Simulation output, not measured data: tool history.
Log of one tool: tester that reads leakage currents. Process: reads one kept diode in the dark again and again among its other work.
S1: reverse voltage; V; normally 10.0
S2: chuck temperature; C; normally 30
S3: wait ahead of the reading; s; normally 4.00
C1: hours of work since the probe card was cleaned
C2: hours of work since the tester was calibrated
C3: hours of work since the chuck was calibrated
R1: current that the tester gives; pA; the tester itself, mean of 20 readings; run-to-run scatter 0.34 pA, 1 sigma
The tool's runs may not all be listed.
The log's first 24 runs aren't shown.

Run 25, hour 4123.1: usual settings but S1 1.2 V, S2 58 C, S3 1.22 s; C1 237; C2 337; C3 216. Result: R1 402.70 pA.
Run 26, hour 4289.0: usual settings but S1 1.2 V, S2 58 C, S3 1.22 s; C1 307; C2 406; C3 285. Result: R1 400.35 pA.
Run 27, hour 4465.1: usual settings but S1 6.0 V, S3 3.18 s; C1 381; C2 480; C3 359. Result: R1 80.91 pA.
Run 28, hour 4651.3: usual settings but S1 1.4 V, S3 1.06 s; C1 459; C2 558; C3 437. Result: R1 37.37 pA.
Run 29, hour 4770.8: usual settings but S1 1.4 V, S3 1.06 s; C1 509; C2 608; C3 487. Result: R1 37.09 pA.
Run 30, hour 4891.0: usual settings but S2 24 C; C1 559; C2 659; C3 538. Result: R1 58.45 pA.
Run 31, hour 5118.0: usual settings but S2 24 C; C1 654; C2 754; C3 633. Result: R1 57.88 pA.
Run 32, hour 5255.2: usual settings but S2 24 C; C1 712; C2 811; C3 690. Result: R1 57.33 pA.
At hour 5337.2: chuck's temperature calibrated.
Run 33, hour 5515.3: usual settings but S2 24 C; C1 820; C2 920; C3 75. Result: R1 64.39 pA.
Run 34, hour 5691.0: usual settings but S1 3.4 V, S2 27 C, S3 3.03 s; C1 894; C2 993; C3 148. Result: R1 47.90 pA.
Run 35, hour 5836.2: usual settings but S2 37 C; C1 955; C2 1054; C3 209. Result: R1 211.56 pA.
Run 36, hour 5979.0: usual settings but S1 2.8 V, S2 54 C; C1 1015; C2 1114; C3 269. Result: R1 457.98 pA.
Run 37, hour 6096.1: usual settings but S1 14.8 V; C1 1064; C2 1163; C3 318. Result: R1 135.70 pA.
Run 38, hour 6351.1: usual settings but S1 5.0 V, S2 32 C; C1 1171; C2 1270; C3 425. Result: R1 89.73 pA.

Alternative continuations, all from the tool just after run 38; predict every row:
Run A, hour 6598.3: usual settings but S1 2.3 V, S2 36 C, S3 3.01 s; C1 1274; C2 1374; C3 529. Result: R1 ?.
Run B, hour 6598.3: usual settings but S1 5.0 V, S2 43 C; C1 1274; C2 1374; C3 529. Result: R1 ?.
Run C, hour 6598.3: usual settings but S1 2.7 V, S2 23 C; C1 1274; C2 1374; C3 529. Result: R1 ?.
Run D, hour 6598.3: usual settings but S1 5.0 V, S2 32 C, S3 2.85 s; C1 1274; C2 1374; C3 529. Result: R1 ?.

run      R1
  A   84.57
  B  235.32
  C   27.51
  D   88.71
Had the tool no hidden state, the same runs would have come out as:
run      R1
  A   90.89
  B  252.53
  C   28.95
  D   94.45

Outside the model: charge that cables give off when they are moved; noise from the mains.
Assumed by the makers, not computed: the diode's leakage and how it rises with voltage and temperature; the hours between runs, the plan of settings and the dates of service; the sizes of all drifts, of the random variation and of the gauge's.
